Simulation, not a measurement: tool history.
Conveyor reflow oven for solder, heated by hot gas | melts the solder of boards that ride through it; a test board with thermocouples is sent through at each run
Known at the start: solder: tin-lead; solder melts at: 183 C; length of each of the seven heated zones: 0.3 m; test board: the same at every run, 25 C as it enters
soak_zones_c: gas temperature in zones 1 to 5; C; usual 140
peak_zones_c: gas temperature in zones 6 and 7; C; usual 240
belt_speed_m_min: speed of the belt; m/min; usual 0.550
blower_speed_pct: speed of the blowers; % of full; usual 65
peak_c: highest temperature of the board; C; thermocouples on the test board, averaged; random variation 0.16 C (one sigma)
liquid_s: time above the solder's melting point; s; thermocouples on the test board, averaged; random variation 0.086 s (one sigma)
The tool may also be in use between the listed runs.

run,hour,soak_zones_c,peak_zones_c,belt_speed_m_min,blower_speed_pct,peak_c,liquid_s
1,0.0,140,240,0.550,65,223.6,53.55
2,29.6,140,240,0.550,65,223.8,53.61
3,67.5,140,240,0.550,65,223.7,53.65
4,102.6,140,240,0.550,65,223.4,53.67
5,144.6,140,240,0.550,65,223.8,53.56
6,177.3,140,240,0.550,65,223.6,53.62
7,212.6,140,240,0.550,65,223.7,53.61
8,233.4,140,240,0.550,65,223.4,53.60
9,267.5,140,240,0.550,65,223.6,53.64
10,302.6,140,240,0.550,65,223.6,53.73
11,330.2,138,240,0.550,65,223.1,52.91
12,347.7,140,240,0.545,65,224.3,54.49
13,375.8,140,240,0.545,65,223.9,54.33
14,393.3,140,240,0.545,65,223.9,54.35
15,424.7,140,240,0.545,65,223.8,54.30
16,469.4,140,254,0.545,66,236.7,60.79
17,490.0,133,254,0.545,72,237.4,59.11
18,531.2,133,254,0.545,72,237.5,59.07
19,568.9,133,254,0.545,72,237.4,58.96
20,590.6,142,247,0.545,83,234.8,60.32
21,628.1,140,240,0.627,65,219.0,44.20
22,646.1,153,240,0.550,67,226.4,59.43
23,688.1,153,240,0.550,67,226.0,59.48
24,734.4,153,240,0.550,52,221.8,56.87
25,760.6,133,243,0.502,68,229.0,60.02
26,779.9,133,243,0.502,68,228.9,59.99
27,807.4,147,234,0.610,89,221.5,49.63
28,825.1,140,240,0.550,78,227.1,55.64
29,862.7,150,236,0.550,65,221.7,55.88
30,901.2,150,236,0.550,65,221.8,56.10

Taken out of this log: 3 entries between the listed runs. Where each belongs, and how the hidden state differs across it:
Between runs 10 and 11: flux residue cleaned out of gas plates and filters (hour 318.5)
  heat that the gas passes to the board, % of a clean oven's: 99.9 -> 100
Between runs 15 and 16: belt drive overhauled, speed set with a stopwatch (hour 465.1)
  belt's true speed, % of the reading: 99.95 -> 100
Between runs 23 and 24: flux residue cleaned out of gas plates and filters (hour 707.1)
  heat that the gas passes to the board, % of a clean oven's: 99.9 -> 100
